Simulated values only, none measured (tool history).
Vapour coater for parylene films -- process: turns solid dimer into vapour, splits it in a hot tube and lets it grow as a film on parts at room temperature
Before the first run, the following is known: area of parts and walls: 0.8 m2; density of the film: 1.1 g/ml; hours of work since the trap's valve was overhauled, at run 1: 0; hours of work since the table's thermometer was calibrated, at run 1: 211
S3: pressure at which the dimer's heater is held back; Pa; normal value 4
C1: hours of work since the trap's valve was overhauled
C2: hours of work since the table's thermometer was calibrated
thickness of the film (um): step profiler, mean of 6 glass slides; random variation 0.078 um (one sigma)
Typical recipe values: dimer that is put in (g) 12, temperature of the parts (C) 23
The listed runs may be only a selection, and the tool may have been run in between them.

{"run": 1, "hour": 0.0, "dimer that is put in (g)": 12, "temperature of the parts (C)": 23, "S3": 4, "C1": 0, "C2": 211, "thickness of the film (um)": 9.48}
{"run": 2, "hour": 44.9, "dimer that is put in (g)": 12, "temperature of the parts (C)": 23, "S3": 4, "C1": 32, "C2": 243, "thickness of the film (um)": 9.46}
{"run": 3, "hour": 80.3, "dimer that is put in (g)": 12, "temperature of the parts (C)": 23, "S3": 4, "C1": 57, "C2": 268, "thickness of the film (um)": 9.33}
{"run": 4, "hour": 117.8, "dimer that is put in (g)": 12, "temperature of the parts (C)": 23, "S3": 4.75, "C1": 84, "C2": 295, "thickness of the film (um)": 9.09}
{"run": 5, "hour": 156.3, "dimer that is put in (g)": 12, "temperature of the parts (C)": 23, "S3": 11.5, "C1": 112, "C2": 323, "thickness of the film (um)": 7.36}
{"run": 6, "hour": 213.5, "dimer that is put in (g)": 12, "temperature of the parts (C)": 23, "S3": 11.5, "C1": 153, "C2": 364, "thickness of the film (um)": 7.26}
{"run": 7, "hour": 248.3, "dimer that is put in (g)": 12, "temperature of the parts (C)": 23, "S3": 11.5, "C1": 178, "C2": 389, "thickness of the film (um)": 7.53}
{"run": 8, "hour": 300.9, "dimer that is put in (g)": 12, "temperature of the parts (C)": 23, "S3": 4, "C1": 215, "C2": 426, "thickness of the film (um)": 9.22}
{"run": 9, "hour": 364.7, "dimer that is put in (g)": 12, "temperature of the parts (C)": 23, "S3": 4, "C1": 261, "C2": 472, "thickness of the film (um)": 9.41}
{"run": 10, "hour": 422.1, "dimer that is put in (g)": 12, "temperature of the parts (C)": 23, "S3": 8.04, "C1": 302, "C2": 513, "thickness of the film (um)": 7.97}
{"run": 11, "hour": 477.2, "dimer that is put in (g)": 12, "temperature of the parts (C)": 23, "S3": 7.47, "C1": 342, "C2": 553, "thickness of the film (um)": 8.13}
{"run": 12, "hour": 545.8, "dimer that is put in (g)": 12, "temperature of the parts (C)": 23, "S3": 4, "C1": 391, "C2": 602, "thickness of the film (um)": 9.26}
{"hour": 584.0, "done": "trap's valve overhauled"}
{"run": 13, "hour": 616.6, "dimer that is put in (g)": 12, "temperature of the parts (C)": 23, "S3": 4, "C1": 23, "C2": 650, "thickness of the film (um)": 9.46}
{"run": 14, "hour": 680.3, "dimer that is put in (g)": 12, "temperature of the parts (C)": 17, "S3": 4, "C1": 69, "C2": 695, "thickness of the film (um)": 11.54}
{"run": 15, "hour": 747.3, "dimer that is put in (g)": 12, "temperature of the parts (C)": 23, "S3": 2.34, "C1": 117, "C2": 743, "thickness of the film (um)": 10.56}
{"run": 16, "hour": 788.6, "dimer that is put in (g)": 12, "temperature of the parts (C)": 32, "S3": 2.34, "C1": 147, "C2": 773, "thickness of the film (um)": 7.88}
{"run": 17, "hour": 836.7, "dimer that is put in (g)": 12, "temperature of the parts (C)": 32, "S3": 2.34, "C1": 181, "C2": 807, "thickness of the film (um)": 8.03}
{"run": 18, "hour": 877.5, "dimer that is put in (g)": 12, "temperature of the parts (C)": 32, "S3": 2.34, "C1": 210, "C2": 837, "thickness of the film (um)": 7.8}
{"run": 19, "hour": 949.9, "dimer that is put in (g)": 12, "temperature of the parts (C)": 23, "S3": 7.4, "C1": 262, "C2": 888, "thickness of the film (um)": 8.04}
{"run": 20, "hour": 1006.5, "dimer that is put in (g)": 12, "temperature of the parts (C)": 23, "S3": 4, "C1": 303, "C2": 929, "thickness of the film (um)": 9.28}
{"run": 21, "hour": 1059.4, "dimer that is put in (g)": 12, "temperature of the parts (C)": 23, "S3": 2.04, "C1": 341, "C2": 967, "thickness of the film (um)": 11.01}
{"run": 22, "hour": 1103.0, "dimer that is put in (g)": 16, "temperature of the parts (C)": 23, "S3": 4, "C1": 372, "C2": 998, "thickness of the film (um)": 12.45}
{"hour": 1168.2, "done": "trap's valve overhauled"}
{"run": 23, "hour": 1169.4, "dimer that is put in (g)": 16, "temperature of the parts (C)": 23, "S3": 4, "C1": 1, "C2": 1043, "thickness of the film (um)": 12.63}
{"run": 24, "hour": 1206.1, "dimer that is put in (g)": 16, "temperature of the parts (C)": 23, "S3": 4, "C1": 27, "C2": 1069, "thickness of the film (um)": 12.45}
{"run": 25, "hour": 1248.2, "dimer that is put in (g)": 12, "temperature of the parts (C)": 22, "S3": 2.54, "C1": 57, "C2": 1099, "thickness of the film (um)": 10.94}
{"run": 26, "hour": 1293.5, "dimer that is put in (g)": 8, "temperature of the parts (C)": 16, "S3": 5.1, "C1": 90, "C2": 1132, "thickness of the film (um)": 7.49}
{"run": 27, "hour": 1348.2, "dimer that is put in (g)": 8, "temperature of the parts (C)": 22, "S3": 5.79, "C1": 129, "C2": 1171, "thickness of the film (um)": 6.01}
{"run": 28, "hour": 1382.8, "dimer that is put in (g)": 8, "temperature of the parts (C)": 22, "S3": 5.79, "C1": 154, "C2": 1196, "thickness of the film (um)": 5.91}
{"run": 29, "hour": 1421.9, "dimer that is put in (g)": 12, "temperature of the parts (C)": 35, "S3": 2.28, "C1": 182, "C2": 1224, "thickness of the film (um)": 7.3}
{"run": 30, "hour": 1494.2, "dimer that is put in (g)": 8, "temperature of the parts (C)": 20, "S3": 2.91, "C1": 233, "C2": 1275, "thickness of the film (um)": 7.35}
{"run": 31, "hour": 1528.0, "dimer that is put in (g)": 6, "temperature of the parts (C)": 25, "S3": 6.02, "C1": 258, "C2": 1300, "thickness of the film (um)": 4}
{"run": 32, "hour": 1585.3, "dimer that is put in (g)": 12, "temperature of the parts (C)": 16, "S3": 5.13, "C1": 299, "C2": 1341, "thickness of the film (um)": 10.96}
{"run": 33, "hour": 1622.9, "dimer that is put in (g)": 12, "temperature of the parts (C)": 20, "S3": 3.64, "C1": 326, "C2": 1368, "thickness of the film (um)": 10.52}
{"run": 34, "hour": 1654.9, "dimer that is put in (g)": 18, "temperature of the parts (C)": 23, "S3": 4, "C1": 349, "C2": 1390, "thickness of the film (um)": 14.19}
{"run": 35, "hour": 1719.5, "dimer that is put in (g)": 18, "temperature of the parts (C)": 23, "S3": 4, "C1": 395, "C2": 1437, "thickness of the film (um)": 14.08}
{"hour": 1753.2, "done": "trap's valve overhauled"}
{"hour": 1760.0, "done": "table's thermometer calibrated"}
{"run": 36, "hour": 1769.9, "dimer that is put in (g)": 5, "temperature of the parts (C)": 19, "S3": 8.64, "C1": 11, "C2": 7, "thickness of the film (um)": 3.69}
{"run": 37, "hour": 1813.1, "dimer that is put in (g)": 6, "temperature of the parts (C)": 19, "S3": 4.62, "C1": 42, "C2": 38, "thickness of the film (um)": 5.17}
{"run": 38, "hour": 1854.2, "dimer that is put in (g)": 6, "temperature of the parts (C)": 17, "S3": 4.62, "C1": 72, "C2": 67, "thickness of the film (um)": 5.49}
{"run": 39, "hour": 1902.0, "dimer that is put in (g)": 6, "temperature of the parts (C)": 26, "S3": 5.84, "C1": 106, "C2": 102, "thickness of the film (um)": 3.85}
{"run": 40, "hour": 1947.4, "dimer that is put in (g)": 6, "temperature of the parts (C)": 26, "S3": 5.84, "C1": 138, "C2": 134, "thickness of the film (um)": 3.98}
{"run": 41, "hour": 2008.6, "dimer that is put in (g)": 6, "temperature of the parts (C)": 26, "S3": 5.84, "C1": 182, "C2": 178, "thickness of the film (um)": 3.96}
{"run": 42, "hour": 2057.0, "dimer that is put in (g)": 6, "temperature of the parts (C)": 26, "S3": 5.84, "C1": 217, "C2": 213, "thickness of the film (um)": 3.87}
{"run": 43, "hour": 2109.6, "dimer that is put in (g)": 21, "temperature of the parts (C)": 28, "S3": 5.62, "C1": 255, "C2": 250, "thickness of the film (um)": 12.88}
{"run": 44, "hour": 2157.9, "dimer that is put in (g)": 21, "temperature of the parts (C)": 28, "S3": 5.62, "C1": 289, "C2": 285, "thickness of the film (um)": 12.85}
{"run": 45, "hour": 2192.4, "dimer that is put in (g)": 21, "temperature of the parts (C)": 28, "S3": 5.62, "C1": 314, "C2": 310, "thickness of the film (um)": 12.89}
{"run": 46, "hour": 2258.9, "dimer that is put in (g)": 12, "temperature of the parts (C)": 24, "S3": 2.07, "C1": 361, "C2": 357, "thickness of the film (um)": 10.59}

For each run, the measured value with the value that run would have given without the tool's hidden condition subtracted. The run-to-run variation is shared by both, the gauge scatter possibly not:
Hidden state at play: vapour lost through the trap's worn valve, %; true temperature of the parts over the reading, C; drift of the gauge itself on film_um, %.
run=1 thickness_of_the_film_(um)=-0.01
run=2 thickness_of_the_film_(um)=-0.01
run=3 thickness_of_the_film_(um)=-0.02
run=4 thickness_of_the_film_(um)=-0.02
run=5 thickness_of_the_film_(um)=-0.01
run=6 thickness_of_the_film_(um)=-0.02
run=7 thickness_of_the_film_(um)=-0.02
run=8 thickness_of_the_film_(um)=-0.04
run=9 thickness_of_the_film_(um)=-0.04
run=10 thickness_of_the_film_(um)=-0.04
run=11 thickness_of_the_film_(um)=-0.05
run=12 thickness_of_the_film_(um)=-0.06
run=13 thickness_of_the_film_(um)=-0.01
run=14 thickness_of_the_film_(um)=-0.02
run=15 thickness_of_the_film_(um)=-0.04
run=16 thickness_of_the_film_(um)=-0.03
run=17 thickness_of_the_film_(um)=-0.03
run=18 thickness_of_the_film_(um)=-0.04
run=19 thickness_of_the_film_(um)=-0.05
run=20 thickness_of_the_film_(um)=-0.06
run=21 thickness_of_the_film_(um)=-0.08
run=22 thickness_of_the_film_(um)=-0.09
run=23 thickness_of_the_film_(um)=-0.02
run=24 thickness_of_the_film_(um)=-0.03
run=25 thickness_of_the_film_(um)=-0.03
run=26 thickness_of_the_film_(um)=-0.03
run=27 thickness_of_the_film_(um)=-0.03
run=28 thickness_of_the_film_(um)=-0.03
run=29 thickness_of_the_film_(um)=-0.03
run=30 thickness_of_the_film_(um)=-0.04
run=31 thickness_of_the_film_(um)=-0.03
run=32 thickness_of_the_film_(um)=-0.08
run=33 thickness_of_the_film_(um)=-0.07
run=34 thickness_of_the_film_(um)=-0.11
run=35 thickness_of_the_film_(um)=-0.12
run=36 thickness_of_the_film_(um)=-0.01
run=37 thickness_of_the_film_(um)=+0
run=38 thickness_of_the_film_(um)=-0.01
run=39 thickness_of_the_film_(um)=+0
run=40 thickness_of_the_film_(um)=-0.01
run=41 thickness_of_the_film_(um)=-0.02
run=42 thickness_of_the_film_(um)=-0.01
run=43 thickness_of_the_film_(um)=-0.06
run=44 thickness_of_the_film_(um)=-0.06
run=45 thickness_of_the_film_(um)=-0.07
run=46 thickness_of_the_film_(um)=-0.06

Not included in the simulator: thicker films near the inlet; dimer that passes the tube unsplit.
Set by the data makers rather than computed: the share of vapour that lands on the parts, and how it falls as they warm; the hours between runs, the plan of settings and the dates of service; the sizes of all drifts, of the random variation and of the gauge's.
